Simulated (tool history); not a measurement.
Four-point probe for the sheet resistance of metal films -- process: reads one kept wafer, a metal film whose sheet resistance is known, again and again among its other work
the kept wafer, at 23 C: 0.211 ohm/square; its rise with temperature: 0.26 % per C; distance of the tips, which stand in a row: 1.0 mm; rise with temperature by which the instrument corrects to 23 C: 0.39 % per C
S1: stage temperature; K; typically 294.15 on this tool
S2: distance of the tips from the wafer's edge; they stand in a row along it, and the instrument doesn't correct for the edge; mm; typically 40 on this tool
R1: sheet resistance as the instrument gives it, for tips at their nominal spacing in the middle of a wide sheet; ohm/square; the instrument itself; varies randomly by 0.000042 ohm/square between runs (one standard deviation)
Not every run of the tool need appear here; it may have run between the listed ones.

Run 1, hour 0.0: usual settings. Result: R1 0.211104 ohm/square.
Run 2, hour 13.4: usual settings. Result: R1 0.210913 ohm/square.
Run 3, hour 27.9: usual settings. Result: R1 0.211023 ohm/square.
Run 4, hour 39.6: usual settings but S1 305.15 K. Result: R1 0.208032 ohm/square.
Run 5, hour 53.5: usual settings but S2 10 mm. Result: R1 0.212040 ohm/square.
Run 6, hour 70.2: usual settings but S1 308.15 K. Result: R1 0.207292 ohm/square.
At hour 71.9: stage's thermometer calibrated.
Run 7, hour 86.0: usual settings but S1 308.15 K. Result: R1 0.207209 ohm/square.
Run 8, hour 100.2: usual settings but S2 16 mm. Result: R1 0.211130 ohm/square.
Run 9, hour 109.3: usual settings but S1 305.15 K, S2 22 mm. Result: R1 0.208115 ohm/square.
Run 10, hour 119.2: usual settings but S1 297.15 K, S2 66 mm. Result: R1 0.210044 ohm/square.
Run 11, hour 131.3: usual settings but S1 295.15 K, S2 7 mm. Result: R1 0.212790 ohm/square.
Run 12, hour 143.9: usual settings but S1 295.15 K, S2 7 mm. Result: R1 0.212764 ohm/square.
At hour 151.8: stage's thermometer calibrated, once more.
Run 13, hour 157.0: usual settings but S1 297.15 K, S2 7 mm. Result: R1 0.212597 ohm/square.
Run 14, hour 168.8: usual settings but S1 297.15 K, S2 7 mm. Result: R1 0.212560 ohm/square.
Run 15, hour 178.6: usual settings but S1 297.15 K, S2 7 mm. Result: R1 0.212514 ohm/square.

Predict each of these 4 candidate next runs independently; none follows another, all start after run 15:
Run A, hour 186.4: usual settings but S1 292.15 K, S2 21 mm. Result: R1 ?.
Run B, hour 186.4: usual settings but S1 307.15 K, S2 26 mm. Result: R1 ?.
Run C, hour 186.4: usual settings but S1 293.15 K, S2 7 mm. Result: R1 ?.
Run D, hour 186.4: usual settings but S1 307.15 K, S2 26 mm. Result: R1 ?.

run        R1
  A  0.211844
  B  0.207758
  C  0.213580
  D  0.207690
Take away the tool's hidden state, keep each run's random variation, and the runs would have read:
run        R1
  A  0.212383
  B  0.208288
  C  0.214123
  D  0.208220
